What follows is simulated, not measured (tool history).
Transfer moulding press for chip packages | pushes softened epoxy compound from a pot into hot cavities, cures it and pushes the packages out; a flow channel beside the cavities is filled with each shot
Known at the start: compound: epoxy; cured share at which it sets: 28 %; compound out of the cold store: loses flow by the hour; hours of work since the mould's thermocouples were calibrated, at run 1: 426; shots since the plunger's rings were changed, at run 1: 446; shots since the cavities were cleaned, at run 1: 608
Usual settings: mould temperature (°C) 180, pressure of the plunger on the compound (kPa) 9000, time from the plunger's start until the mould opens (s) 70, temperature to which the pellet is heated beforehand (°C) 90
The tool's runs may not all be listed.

run,hour,mould temperature (°C),pressure of the plunger on the compound (kPa),time from the plunger's start until the mould opens (s),temperature to which the pellet is heated beforehand (°C),hours of work since the mould's thermocouples were calibrated,shots since the plunger's rings were changed,shots since the cavities were cleaned,incoming compound's hours out of the cold store,length that the compound runs in the flow channel (mm),greatest force on the pins that push the packages out (N)
1,0,180,9000,70,90,426,446,608,10.4,973.4,250
# hour 6.8: cavities cleaned with cleaning compound and waxed
# hour 51: cavities cleaned with cleaning compound and waxed
2,53.2,180,9000,70,90,463,1328,38,45.7,809.8,228
# hour 94.1: cavities cleaned with cleaning compound and waxed
3,103.7,180,9000,70,90,499,2187,168,45.2,813,235
# hour 125: plunger's sealing rings changed
# hour 138.8: cavities cleaned with cleaning compound and waxed
# hour 174.3: mould's thermocouples calibrated
# hour 179.5: cavities cleaned with cleaning compound and waxed
4,185.9,180,9000,70,90,7,981,112,37.3,845.7,233
# hour 220.4: cavities cleaned with cleaning compound and waxed
5,252.5,180,9000,70,90,55,2124,564,11.8,963.9,252
# hour 260.1: cavities cleaned with cleaning compound and waxed
# hour 281.3: plunger's sealing rings changed
# hour 303.9: cavities cleaned with cleaning compound and waxed
6,325.5,180,9000,70,90,105,751,380,41.1,830.3,234
# hour 343.8: cavities cleaned with cleaning compound and waxed
# hour 383.7: cavities cleaned with cleaning compound and waxed
7,403.9,180,9000,70,90,160,2073,354,41.9,825.7,229
# hour 423.8: cavities cleaned with cleaning compound and waxed
# hour 434.6: plunger's sealing rings changed
# hour 467.5: cavities cleaned with cleaning compound and waxed
8,482.2,180,9000,70,90,214,808,257,8,986.5,248
# hour 507.4: cavities cleaned with cleaning compound and waxed
# hour 547.5: cavities cleaned with cleaning compound and waxed
9,549.8,180,9000,70,90,261,1942,41,22.1,914.9,246
# hour 586: plunger's sealing rings changed
# hour 592.2: cavities cleaned with cleaning compound and waxed
10,628,181,9000,70,90,316,710,628,22.2,910.1,239
# hour 633.9: cavities cleaned with cleaning compound and waxed
11,662.7,181,9000,70,90,340,1294,506,24.1,903.6,233
# hour 674.2: cavities cleaned with cleaning compound and waxed
12,701.1,180,9000,70,90,367,1941,471,8.4,982.9,256
# hour 715.7: cavities cleaned with cleaning compound and waxed
# hour 738.2: plunger's sealing rings changed
13,749.5,180,9000,70,90,400,199,549,29.6,881.7,229

Run 14 comes next. What will it give?
# hour 759.8: cavities cleaned with cleaning compound and waxed
14,792.9,174,9000,70,91,431,935,580,32.5,?,?

Run 14 gave length that the compound runs in the flow channel (mm) 887.9, greatest force on the pins that push the packages out (N) 332.
Without the tool's hidden state the same run would have given length that the compound runs in the flow channel (mm) 888, greatest force on the pins that push the packages out (N) 326.
